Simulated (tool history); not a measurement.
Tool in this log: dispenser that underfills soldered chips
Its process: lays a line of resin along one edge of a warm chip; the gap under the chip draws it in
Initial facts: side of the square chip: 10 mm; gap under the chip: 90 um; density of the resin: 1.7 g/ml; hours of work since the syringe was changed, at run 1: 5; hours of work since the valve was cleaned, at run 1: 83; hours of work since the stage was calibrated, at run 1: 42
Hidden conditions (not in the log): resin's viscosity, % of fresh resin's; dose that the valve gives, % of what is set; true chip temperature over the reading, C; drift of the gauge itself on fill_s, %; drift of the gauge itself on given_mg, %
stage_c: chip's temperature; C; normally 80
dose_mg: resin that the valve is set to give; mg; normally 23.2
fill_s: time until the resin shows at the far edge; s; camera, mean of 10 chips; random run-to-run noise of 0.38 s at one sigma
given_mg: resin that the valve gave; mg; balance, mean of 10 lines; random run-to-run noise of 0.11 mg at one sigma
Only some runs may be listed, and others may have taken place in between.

| run | hour | stage_c | dose_mg | hours of work since the syringe was changed | hours of work since the valve was cleaned | hours of work since the stage was calibrated | fill_s | given_mg |
|---|---|---|---|---|---|---|---|---|
| 1 | 0 | 80 | 23.2 | 5 | 83 | 42 | 33.7 | 21.5 |
|  | 5 | new syringe of resin |
| 2 | 5.1 | 80 | 23.2 | 0 | 87 | 45 | 23.9 | 21.8 |
| 3 | 10.3 | 80 | 23.2 | 4 | 90 | 49 | 30.8 | 21.62 |
| 4 | 12.7 | 80 | 23.2 | 6 | 92 | 51 | 34.2 | 21.42 |
|  | 16.6 | new syringe of resin |
| 5 | 17.4 | 92 | 23.2 | 1 | 96 | 54 | 13.7 | 21.27 |
| 6 | 19.6 | 91 | 23.2 | 2 | 97 | 56 | 17.1 | 21.27 |
| 7 | 23.5 | 91 | 23.2 | 5 | 100 | 59 | 19.5 | 21.22 |
| 8 | 27 | 91 | 23.2 | 8 | 103 | 61 | 23.8 | 21.22 |
|  | 28.3 | new syringe of resin |
| 9 | 31.9 | 80 | 29 | 3 | 106 | 65 | 27.5 | 26.47 |
| 10 | 35.1 | 76 | 23.2 | 5 | 108 | 67 | 40.4 | 21.08 |
| 11 | 38.7 | 76 | 23.2 | 8 | 111 | 70 | 48.2 | 20.98 |
|  | 40.4 | new syringe of resin |
| 12 | 42.3 | 76 | 23.2 | 1 | 113 | 72 | 31.2 | 21.23 |
| 13 | 46.4 | 76 | 23.2 | 4 | 116 | 75 | 38.6 | 21 |
| 14 | 49.8 | 80 | 20.1 | 7 | 119 | 78 | 38.9 | 18.1 |
|  | 52.4 | new syringe of resin |
| 15 | 52.9 | 80 | 24.3 | 0 | 121 | 80 | 24.2 | 21.94 |
|  | 56.4 | dispensing valve cleaned and set on the balance |
| 16 | 58.3 | 73 | 28.4 | 4 | 1 | 83 | 42.1 | 28.3 |
| 17 | 62.5 | 85 | 23.6 | 7 | 5 | 86 | 28.9 | 23.47 |
|  | 65.1 | new syringe of resin |
| 18 | 67.8 | 85 | 23.6 | 2 | 8 | 90 | 21.2 | 23.45 |
| 19 | 70.3 | 83 | 21.6 | 4 | 10 | 92 | 27.1 | 21.24 |
| 20 | 74.3 | 83 | 21.6 | 7 | 13 | 95 | 33.8 | 21.31 |
|  | 76.9 | new syringe of resin |
| 21 | 79.5 | 80 | 24.7 | 2 | 17 | 98 | 26.4 | 24.42 |
| 22 | 82.9 | 80 | 26.4 | 4 | 19 | 101 | 30.9 | 25.93 |
| 23 | 86.1 | 80 | 26.4 | 7 | 22 | 103 | 37.1 | 25.82 |

How the hidden state differs across the entries between the runs, from the last listed run before each to the first after it:
After run 1, before run 2: new syringe of resin (hour 5)
  resin's viscosity, % of fresh resin's: 144.1 -> 100.8; dose that the valve gives, % of what is set: 93.23 -> 92.94; true chip temperature over the reading, C: -0.17 -> -0.19
  the result without the hidden state subtracted from the measured one, fill_s: +10.7 -> +0.7 s; given_mg: -1.56 -> -1.65 mg
After run 4, before run 5: new syringe of resin (hour 16.6)
  resin's viscosity, % of fresh resin's: 147.2 -> 104.8; dose that the valve gives, % of what is set: 92.47 -> 92.2; true chip temperature over the reading, C: -0.22 -> -0.24
  the result without the hidden state subtracted from the measured one, fill_s: +11.6 -> +0.9 s; given_mg: -1.75 -> -1.8 mg
After run 8, before run 9: new syringe of resin (hour 28.3)
  resin's viscosity, % of fresh resin's: 169.1 -> 118.8; dose that the valve gives, % of what is set: 91.64 -> 91.37; true chip temperature over the reading, C: -0.28 -> -0.3
  the result without the hidden state subtracted from the measured one, fill_s: +10.3 -> +4.6 s; given_mg: -1.94 -> -2.51 mg
After run 11, before run 12: new syringe of resin (hour 40.4)
  resin's viscosity, % of fresh resin's: 167.2 -> 109.7; dose that the valve gives, % of what is set: 90.97 -> 90.77; true chip temperature over the reading, C: -0.33 -> -0.34
  the result without the hidden state subtracted from the measured one, fill_s: +20.2 -> +3.8 s; given_mg: -2.07 -> -2.15 mg
After run 14, before run 15: new syringe of resin (hour 52.4)
  resin's viscosity, % of fresh resin's: 159.6 -> 103; dose that the valve gives, % of what is set: 90.31 -> 90.16; true chip temperature over the reading, C: -0.38 -> -0.39
  the result without the hidden state subtracted from the measured one, fill_s: +16 -> +1.5 s; given_mg: -1.95 -> -2.39 mg
After run 15, before run 16: dispensing valve cleaned and set on the balance (hour 56.4)
  resin's viscosity, % of fresh resin's: 103 -> 128.3; dose that the valve gives, % of what is set: 90.16 -> 99.74; true chip temperature over the reading, C: -0.39 -> -0.41
  the result without the hidden state subtracted from the measured one, fill_s: +1.5 -> +9.8 s; given_mg: -2.39 -> -0.08 mg
After run 17, before run 18: new syringe of resin (hour 65.1)
  resin's viscosity, % of fresh resin's: 158.9 -> 114.8; dose that the valve gives, % of what is set: 99.48 -> 99.19; true chip temperature over the reading, C: -0.42 -> -0.45
  the result without the hidden state subtracted from the measured one, fill_s: +11.2 -> +3.1 s; given_mg: -0.12 -> -0.2 mg
After run 20, before run 21: new syringe of resin (hour 76.9)
  resin's viscosity, % of fresh resin's: 158.6 -> 115.1; dose that the valve gives, % of what is set: 98.8 -> 98.48; true chip temperature over the reading, C: -0.47 -> -0.5
  the result without the hidden state subtracted from the measured one, fill_s: +12.8 -> +4.1 s; given_mg: -0.26 -> -0.37 mg
